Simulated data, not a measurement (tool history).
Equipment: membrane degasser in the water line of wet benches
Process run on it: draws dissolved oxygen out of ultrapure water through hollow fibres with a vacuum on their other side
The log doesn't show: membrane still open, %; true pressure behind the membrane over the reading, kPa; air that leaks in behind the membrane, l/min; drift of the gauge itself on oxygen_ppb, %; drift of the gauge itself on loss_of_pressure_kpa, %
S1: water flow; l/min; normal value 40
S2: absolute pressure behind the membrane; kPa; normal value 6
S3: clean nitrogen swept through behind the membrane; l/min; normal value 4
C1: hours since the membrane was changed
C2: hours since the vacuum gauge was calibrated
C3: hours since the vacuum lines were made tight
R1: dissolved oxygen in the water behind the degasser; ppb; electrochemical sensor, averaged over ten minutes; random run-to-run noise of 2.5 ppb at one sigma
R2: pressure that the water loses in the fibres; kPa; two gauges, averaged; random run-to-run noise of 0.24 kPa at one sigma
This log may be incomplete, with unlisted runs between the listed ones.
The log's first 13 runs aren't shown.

run 14 hour=416.4 | S1=40 S2=6 S3=4 | C1=968 C2=3191 C3=5661 | R1=255.6 R2=62.65
run 15 hour=453.2 | S1=40 S2=6 S3=4 | C1=1005 C2=3228 C3=5698 | R1=253.6 R2=62.84
run 16 hour=486.9 | S1=40 S2=6 S3=10.31 | C1=1039 C2=3262 C3=5732 | R1=220 R2=63.2
run 17 hour=521.7 | S1=36 S2=6 S3=7.74 | C1=1073 C2=3296 C3=5767 | R1=181.3 R2=56.33
run 18 hour=558.4 | S1=36 S2=6 S3=7.74 | C1=1110 C2=3333 C3=5803 | R1=181.2 R2=56.53
run 19 hour=581.9 | S1=36 S2=6 S3=7.74 | C1=1134 C2=3357 C3=5827 | R1=184.4 R2=56.66
run 20 hour=602.7 | S1=27 S2=8.56 S3=7.74 | C1=1154 C2=3377 C3=5848 | R1=117.9 R2=42.2
run 21 hour=627.8 | S1=27 S2=8.56 S3=7.74 | C1=1179 C2=3403 C3=5873 | R1=118 R2=42.35
run 22 hour=670.8 | S1=34 S2=4.88 S3=3.88 | C1=1222 C2=3446 C3=5916 | R1=166.9 R2=53.19
-- hour=678.8 vacuum gauge calibrated
run 23 hour=692.1 | S1=34 S2=4.88 S3=3.88 | C1=1243 C2=13 C3=5936 | R1=165 R2=53.48
run 24 hour=731.8 | S1=40 S2=6 S3=8.25 | C1=1283 C2=53 C3=5976 | R1=222.6 R2=62.68
run 25 hour=761.9 | S1=53 S2=6 S3=9.6 | C1=1313 C2=83 C3=6006 | R1=379 R2=83.28
run 26 hour=791.1 | S1=53 S2=6 S3=9.6 | C1=1342 C2=112 C3=6035 | R1=382.6 R2=83.24
run 27 hour=817.2 | S1=53 S2=5.93 S3=6.47 | C1=1368 C2=138 C3=6062 | R1=394.1 R2=82.94
run 28 hour=862.1 | S1=53 S2=5.93 S3=6.47 | C1=1413 C2=183 C3=6106 | R1=392.2 R2=83.71
run 29 hour=883.1 | S1=53 S2=5.93 S3=6.47 | C1=1434 C2=204 C3=6127 | R1=399.1 R2=83.67
run 30 hour=905.3 | S1=53 S2=5.93 S3=6.47 | C1=1456 C2=226 C3=6150 | R1=396 R2=83.51
run 31 hour=933.5 | S1=62 S2=14.21 S3=5.66 | C1=1485 C2=255 C3=6178 | R1=713.1 R2=97.66
run 32 hour=962.7 | S1=35 S2=12.55 S3=3.84 | C1=1514 C2=284 C3=6207 | R1=334.9 R2=55.21

Predict each of these 4 candidate next runs independently; none follows another, all start after run 32:
run A hour=993.9 | S1=61 S2=14.74 S3=2.25 | C1=1545 C2=315 C3=6238 | R1=? R2=?
run B hour=993.9 | S1=35 S2=4.4 S3=3.84 | C1=1545 C2=315 C3=6238 | R1=? R2=?
run C hour=993.9 | S1=49 S2=12.55 S3=7.26 | C1=1545 C2=315 C3=6238 | R1=? R2=?
run D hour=993.9 | S1=35 S2=12.55 S3=7.66 | C1=1545 C2=315 C3=6238 | R1=? R2=?

run=A R1=1013.5 R2=95.66
run=B R1=164.2 R2=55.08
run=C R1=442.2 R2=76.79
run=D R1=241.3 R2=55.21
Had the tool no hidden state, the same runs would have come out as:
run=A R1=998.4 R2=94.59
run=B R1=157.8 R2=54.46
run=C R1=429.7 R2=75.94
run=D R1=233.2 R2=54.6
